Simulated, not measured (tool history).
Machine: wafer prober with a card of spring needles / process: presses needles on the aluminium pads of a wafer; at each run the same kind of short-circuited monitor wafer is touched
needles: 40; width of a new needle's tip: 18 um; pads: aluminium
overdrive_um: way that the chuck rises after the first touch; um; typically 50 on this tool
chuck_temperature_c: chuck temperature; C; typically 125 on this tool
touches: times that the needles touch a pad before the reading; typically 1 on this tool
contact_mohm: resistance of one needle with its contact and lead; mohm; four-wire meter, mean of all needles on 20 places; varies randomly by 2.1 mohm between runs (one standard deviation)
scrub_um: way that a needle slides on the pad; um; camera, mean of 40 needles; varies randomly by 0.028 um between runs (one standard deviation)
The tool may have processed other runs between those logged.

Run 1, hour 0.0: usual settings. Result: contact_mohm 348 mohm, scrub_um 11.18 um.
At hour 16.5: tips cleaned on abrasive film.
Run 2, hour 16.5: usual settings. Result: contact_mohm 490 mohm, scrub_um 11.00 um.
At hour 20.2: height of the first contact set anew.
At hour 43.8: tips cleaned on abrasive film.
Run 3, hour 56.5: usual settings. Result: contact_mohm 389 mohm, scrub_um 11.38 um.
At hour 72.1: tips cleaned on abrasive film.
Run 4, hour 75.4: usual settings. Result: contact_mohm 295 mohm, scrub_um 11.36 um.
At hour 99.2: tips cleaned on abrasive film.
Run 5, hour 113.4: usual settings but overdrive_um 52 um. Result: contact_mohm 382 mohm, scrub_um 11.78 um.
At hour 128.1: tips cleaned on abrasive film.
Run 6, hour 153.4: usual settings. Result: contact_mohm 442 mohm, scrub_um 11.33 um.
At hour 156.7: tips cleaned on abrasive film.
Run 7, hour 179.9: usual settings. Result: contact_mohm 437 mohm, scrub_um 11.26 um.
At hour 183.5: tips cleaned on abrasive film.
At hour 212.2: tips cleaned on abrasive film.
Run 8, hour 218.2: usual settings. Result: contact_mohm 331 mohm, scrub_um 11.25 um.
At hour 238.5: tips cleaned on abrasive film, once more.
Run 9, hour 244.9: usual settings. Result: contact_mohm 321 mohm, scrub_um 11.29 um.
At hour 267.2: tips cleaned on abrasive film.
Run 10, hour 273.0: usual settings. Result: contact_mohm 328 mohm, scrub_um 11.25 um.
At hour 294.1: tips cleaned on abrasive film.
Run 11, hour 308.8: usual settings. Result: contact_mohm 409 mohm, scrub_um 11.13 um.
At hour 322.2: tips cleaned on abrasive film.
Run 12, hour 329.3: usual settings. Result: contact_mohm 343 mohm, scrub_um 11.24 um.
At hour 349.0: tips cleaned on abrasive film.
Run 13, hour 351.4: usual settings but touches 2. Result: contact_mohm 262 mohm, scrub_um 11.20 um.
At hour 376.7: tips cleaned on abrasive film.
Run 14, hour 389.4: usual settings but touches 2. Result: contact_mohm 321 mohm, scrub_um 11.19 um.
At hour 402.8: tips cleaned on abrasive film.
Run 15, hour 407.5: usual settings but chuck_temperature_c 31 C. Result: contact_mohm 302 mohm, scrub_um 11.18 um.
At hour 428.9: tips cleaned on abrasive film.
Run 16, hour 447.0: usual settings but chuck_temperature_c 31 C. Result: contact_mohm 430 mohm, scrub_um 11.17 um.
At hour 458.0: tips cleaned on abrasive film.
Run 17, hour 483.8: usual settings but overdrive_um 57 um, chuck_temperature_c 61 C, touches 2. Result: contact_mohm 331 mohm, scrub_um 12.74 um.
At hour 487.6: tips cleaned on abrasive film.
At hour 514.0: tips cleaned on abrasive film.
Run 18, hour 514.0: usual settings but overdrive_um 45 um, chuck_temperature_c 44 C. Result: contact_mohm 237 mohm, scrub_um 10.04 um.
At hour 540.3: tips cleaned on abrasive film.
Run 19, hour 541.8: usual settings but overdrive_um 31 um, chuck_temperature_c 106 C, touches 2. Result: contact_mohm 321 mohm, scrub_um 6.74 um.
At hour 549.3: height of the first contact set anew.
Run 20, hour 564.6: usual settings but overdrive_um 42 um, chuck_temperature_c 49 C, touches 2. Result: contact_mohm 417 mohm, scrub_um 9.55 um.
At hour 567.7: tips cleaned on abrasive film.
Run 21, hour 584.2: usual settings but overdrive_um 47 um, chuck_temperature_c 30 C, touches 2. Result: contact_mohm 350 mohm, scrub_um 10.68 um.
At hour 596.3: tips cleaned on abrasive film.
Run 22, hour 620.1: usual settings but overdrive_um 45 um, chuck_temperature_c 66 C, touches 2. Result: contact_mohm 385 mohm, scrub_um 10.21 um.
At hour 623.8: tips cleaned on abrasive film.
At hour 650.0: tips cleaned on abrasive film.
Run 23, hour 659.3: usual settings but overdrive_um 45 um, chuck_temperature_c 66 C, touches 2. Result: contact_mohm 326 mohm, scrub_um 10.17 um.
At hour 676.3: tips cleaned on abrasive film.
Run 24, hour 683.2: usual settings but overdrive_um 32 um, chuck_temperature_c 27 C, touches 2. Result: contact_mohm 403 mohm, scrub_um 7.18 um.
At hour 705.4: tips cleaned on abrasive film.
Run 25, hour 714.6: usual settings but overdrive_um 32 um, chuck_temperature_c 27 C, touches 2. Result: contact_mohm 437 mohm, scrub_um 7.19 um.
At hour 732.1: tips cleaned on abrasive film.
Run 26, hour 741.3: usual settings but overdrive_um 38 um, chuck_temperature_c 36 C, touches 3. Result: contact_mohm 311 mohm, scrub_um 8.59 um.
At hour 759.9: tips cleaned on abrasive film.
Run 27, hour 777.7: usual settings but overdrive_um 38 um, chuck_temperature_c 36 C, touches 3. Result: contact_mohm 357 mohm, scrub_um 8.49 um.
At hour 788.4: tips cleaned on abrasive film.
At hour 815.7: tips cleaned on abrasive film.
Run 28, hour 816.6: usual settings but overdrive_um 60 um, touches 2. Result: contact_mohm 237 mohm, scrub_um 13.49 um.
At hour 844.0: tips cleaned on abrasive film.
Run 29, hour 851.0: usual settings but overdrive_um 60 um, chuck_temperature_c 48 C, touches 2. Result: contact_mohm 260 mohm, scrub_um 13.54 um.

Each row is a separate what-if for the run after 29, all from the same tool condition, not one after another. Results?
At hour 870.0: tips cleaned on abrasive film.
Run A, hour 874.1: usual settings but overdrive_um 31 um, touches 2. Result: contact_mohm ?, scrub_um ?.
At hour 870.0: tips cleaned on abrasive film.
Run B, hour 874.1: usual settings but chuck_temperature_c 75 C. Result: contact_mohm ?, scrub_um ?.
At hour 870.0: tips cleaned on abrasive film.
Run C, hour 874.1: usual settings but overdrive_um 59 um, chuck_temperature_c 37 C, touches 2. Result: contact_mohm ?, scrub_um ?.

run  contact_mohm  scrub_um
  A           356      6.89
  B           295     11.15
  C           240     13.23
With no hidden state in the tool, these same runs would have given:
run  contact_mohm  scrub_um
  A           247      7.06
  B           217     11.32
  C           204     13.40
